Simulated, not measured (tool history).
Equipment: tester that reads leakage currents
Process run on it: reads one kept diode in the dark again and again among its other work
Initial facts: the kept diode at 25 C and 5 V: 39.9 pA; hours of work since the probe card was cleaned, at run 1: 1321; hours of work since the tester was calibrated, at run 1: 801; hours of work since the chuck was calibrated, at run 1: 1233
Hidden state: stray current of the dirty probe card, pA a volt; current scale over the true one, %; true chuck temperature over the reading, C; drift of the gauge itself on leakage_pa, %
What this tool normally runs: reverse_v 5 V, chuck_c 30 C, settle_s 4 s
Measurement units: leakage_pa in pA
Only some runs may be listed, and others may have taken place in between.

run     day  reverse_v  chuck_c  settle_s  hours of work since the probe card was cleaned  hours of work since the tester was calibrated  hours of work since the chuck was calibrated  leakage_pa
  1       0          5       30         4                                            1321                                            801                                          1233       68.37
  2   2.158          5       30         4                                            1349                                            829                                          1261       68.72
  3   5.033          5       30         4                                            1387                                            867                                          1299       68.68
  4   6.683          5       30         4                                            1409                                            889                                          1321       69.08
      9.792  -- probe card cleaned and baked
  5  10.225          5       30         4                                               6                                            934                                          1366       62.08
  6  12.338          5       30         4                                              33                                            961                                          1393        62.2
  7  14.308          5       30         4                                              59                                            987                                          1419       62.83
  8  17.342      16.92       60      8.43                                              99                                           1027                                          1459      819.63

Estimate the outcome of run 9 from the log above:
  9  20.458      16.92       60      8.43                                             140                                           1068                                          1500           ?

{"run 9": {"leakage_pa": 823.52}}
Without the tool's hidden state the same run would have given leakage_pa 784.93 pA.
